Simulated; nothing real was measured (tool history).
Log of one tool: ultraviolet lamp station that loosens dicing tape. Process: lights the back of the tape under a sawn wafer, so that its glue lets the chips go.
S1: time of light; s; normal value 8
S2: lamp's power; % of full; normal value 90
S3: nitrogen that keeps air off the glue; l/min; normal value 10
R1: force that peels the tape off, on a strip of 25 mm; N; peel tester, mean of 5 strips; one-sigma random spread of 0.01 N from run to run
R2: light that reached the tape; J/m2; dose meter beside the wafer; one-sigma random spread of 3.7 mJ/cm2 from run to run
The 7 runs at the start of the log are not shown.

Run 8, hour 94.3: usual settings. Result: R1 0.726 N, R2 4930 J/m2.
At hour 100.7: window cleaned of glue's vapour.
Run 9, hour 105.1: usual settings. Result: R1 0.831 N, R2 4420 J/m2.
Run 10, hour 124.2: usual settings. Result: R1 0.841 N, R2 4430 J/m2.
Run 11, hour 137.7: usual settings. Result: R1 0.855 N, R2 4440 J/m2.
Run 12, hour 147.6: usual settings. Result: R1 0.832 N, R2 4440 J/m2.
Run 13, hour 165.2: usual settings. Result: R1 0.837 N, R2 4420 J/m2.
Run 14, hour 183.4: usual settings. Result: R1 0.849 N, R2 4340 J/m2.
At hour 188.5: window cleaned of glue's vapour, once more.
Run 15, hour 200.6: usual settings but S2 71 % of full. Result: R1 0.787 N, R2 4500 J/m2.
Run 16, hour 213.4: usual settings but S2 71 % of full. Result: R1 0.799 N, R2 4490 J/m2.
Run 17, hour 227.8: usual settings but S1 12 s, S2 97 % of full, S3 6 l/min. Result: R1 0.310 N, R2 9190 J/m2.
Run 18, hour 240.2: usual settings but S1 12 s, S2 97 % of full, S3 6 l/min. Result: R1 0.307 N, R2 9170 J/m2.
Run 19, hour 256.3: usual settings but S1 15 s, S2 96 % of full, S3 9 l/min. Result: R1 0.236 N, R2 11340 J/m2.
Run 20, hour 275.8: usual settings but S1 6 s, S2 92 % of full, S3 9 l/min. Result: R1 0.936 N, R2 4330 J/m2.

Run 21, settings as shown, results not yet in. Your forecast:
Run 21, hour 292.3: usual settings but S1 6 s, S2 92 % of full, S3 9 l/min. Result: R1 ?, R2 ?.

R1: 0.911 N
R2: 4320 J/m2
Take away the tool's hidden state, keep the run-to-run variation as it was, and the same run would have given R1 0.754 N, R2 4830 J/m2.
